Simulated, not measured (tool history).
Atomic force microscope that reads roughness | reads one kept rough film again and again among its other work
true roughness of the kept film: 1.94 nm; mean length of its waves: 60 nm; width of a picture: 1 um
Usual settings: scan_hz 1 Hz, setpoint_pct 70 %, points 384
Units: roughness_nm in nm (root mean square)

run,hour,scan_hz,setpoint_pct,points,roughness_nm
1,0,1,70,384,1.807
2,20.4,1,70,569,1.803
3,36.2,1,65,384,1.826
4,51.9,1,65,384,1.839
# hour 64.8: new tip fitted
5,80.4,1,65,384,1.848
6,103.4,1,65,384,1.843
7,117,1,65,384,1.849
8,141.7,0.59,65,384,1.875
# hour 144.5: height scale calibrated on a step standard
9,170,0.59,65,384,1.865
10,189.3,1,65,384,1.838
11,211.3,0.62,70,384,1.847
12,230.8,0.5,70,384,1.851
13,253.3,3.23,64,367,1.716
# hour 262.1: height scale calibrated on a step standard, once more
14,281.8,0.65,64,339,1.862
15,307.1,0.65,71,685,1.849
16,322.1,0.65,71,685,1.844

Run 17 comes next. What will it give?
17,341.2,0.65,71,685,?

{"run 17": {"roughness_nm": 1.843}}
Without the tool's hidden state the same run would have given roughness_nm 1.862 nm (root mean square).
